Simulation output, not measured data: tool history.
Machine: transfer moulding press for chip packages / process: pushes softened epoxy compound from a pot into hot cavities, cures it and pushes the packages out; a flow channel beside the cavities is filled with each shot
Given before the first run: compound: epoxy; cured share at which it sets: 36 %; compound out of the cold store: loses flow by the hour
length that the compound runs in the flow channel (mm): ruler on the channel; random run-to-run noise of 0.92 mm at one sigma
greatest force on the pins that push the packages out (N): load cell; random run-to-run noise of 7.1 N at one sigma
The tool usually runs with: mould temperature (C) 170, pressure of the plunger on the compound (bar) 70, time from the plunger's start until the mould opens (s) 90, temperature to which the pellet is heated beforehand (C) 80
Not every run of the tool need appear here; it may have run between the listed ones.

| run | day | mould temperature (C) | pressure of the plunger on the compound (bar) | time from the plunger's start until the mould opens (s) | temperature to which the pellet is heated beforehand (C) | incoming compound's hours out of the cold store | length that the compound runs in the flow channel (mm) | greatest force on the pins that push the packages out (N) |
|---|---|---|---|---|---|---|---|---|
| 1 | 0 | 170 | 70 | 90 | 80 | 34.6 | 570.4 | 559 |
| 2 | 1.062 | 170 | 70 | 90 | 80 | 34.5 | 569.7 | 645 |
|  | 1.358 | cavities cleaned with cleaning compound and waxed |
| 3 | 1.967 | 170 | 87.7 | 90 | 80 | 30.5 | 651.1 | 443 |
| 4 | 2.788 | 170 | 70 | 90 | 80 | 28.4 | 588.6 | 556 |
|  | 4.208 | cavities cleaned with cleaning compound and waxed |
| 5 | 4.208 | 170 | 70 | 90 | 80 | 47.5 | 523 | 303 |
|  | 4.975 | plunger's sealing rings changed |
| 6 | 5.383 | 170 | 70 | 90 | 80 | 11 | 666.4 | 528 |
| 7 | 6.221 | 170 | 70 | 90 | 80 | 37.4 | 566.5 | 597 |
|  | 7.162 | cavities cleaned with cleaning compound and waxed |
| 8 | 7.3 | 170 | 70 | 90 | 80 | 25.8 | 605.1 | 334 |
| 9 | 8.033 | 170 | 70 | 90 | 80 | 16.9 | 636.5 | 476 |
| 10 | 8.912 | 170 | 70 | 85 | 80 | 12.2 | 655.9 | 631 |
|  | 10.038 | cavities cleaned with cleaning compound and waxed |
| 11 | 10.229 | 170 | 70 | 85 | 80 | 12.4 | 651 | 376 |
| 12 | 11.433 | 170 | 79.4 | 96 | 80 | 25.1 | 641.1 | 545 |
| 13 | 12.042 | 162 | 82.5 | 92 | 80 | 20.4 | 680.2 | 819 |
| 14 | 12.708 | 174 | 64.8 | 92 | 79 | 25.1 | 572.1 | 588 |
|  | 12.892 | cavities cleaned with cleaning compound and waxed |
| 15 | 14.096 | 174 | 64.8 | 93 | 79 | 31 | 552.5 | 491 |
| 16 | 14.75 | 171 | 59 | 74 | 74 | 9.9 | 599.7 | 759 |
|  | 14.967 | plunger's sealing rings changed |
|  | 15.921 | cavities cleaned with cleaning compound and waxed |
| 17 | 16.067 | 171 | 59 | 74 | 74 | 13.2 | 599.7 | 412 |
| 18 | 16.754 | 170 | 61.7 | 90 | 80 | 11.1 | 622.3 | 480 |
| 19 | 17.504 | 176 | 56.5 | 90 | 81 | 20.5 | 555.1 | 515 |
| 20 | 18.188 | 170 | 77.6 | 123 | 76 | 37.1 | 594.4 | 570 |
|  | 18.767 | cavities cleaned with cleaning compound and waxed |
| 21 | 19.246 | 170 | 77.6 | 123 | 73 | 25.5 | 634.9 | 393 |

Hidden state or all else? Some run-to-run changes of length that the compound runs in the flow channel (mm), split into what the settings, what came in and random variation would give without the hidden state, and what is left for the hidden state (with any gauge scatter that isn't in both results):
The tool's hidden condition here consists of: true mould temperature over the reading, C; pressure that reaches the compound, % of what is set; grip of the stained cavities, % over clean ones'; drift of the gauge itself on flow_mm, %; drift of the gauge itself on push_out_n, %.
Run 5 -> 6: plunger's sealing rings changed. length that the compound runs in the flow channel (mm) +143.4: hidden state +10.8, all else +132.6.
Run 13 -> 14: mould temperature (C) 162 -> 174, pressure of the plunger on the compound (bar) 82.5 -> 64.8, temperature to which the pellet is heated beforehand (C) 80 -> 79. length that the compound runs in the flow channel (mm) -108.1: hidden state +1, all else -109.1.
Run 16 -> 17: plunger's sealing rings changed, cavities cleaned with cleaning compound and waxed. length that the compound runs in the flow channel (mm) +0: hidden state +12.4, all else -12.4.
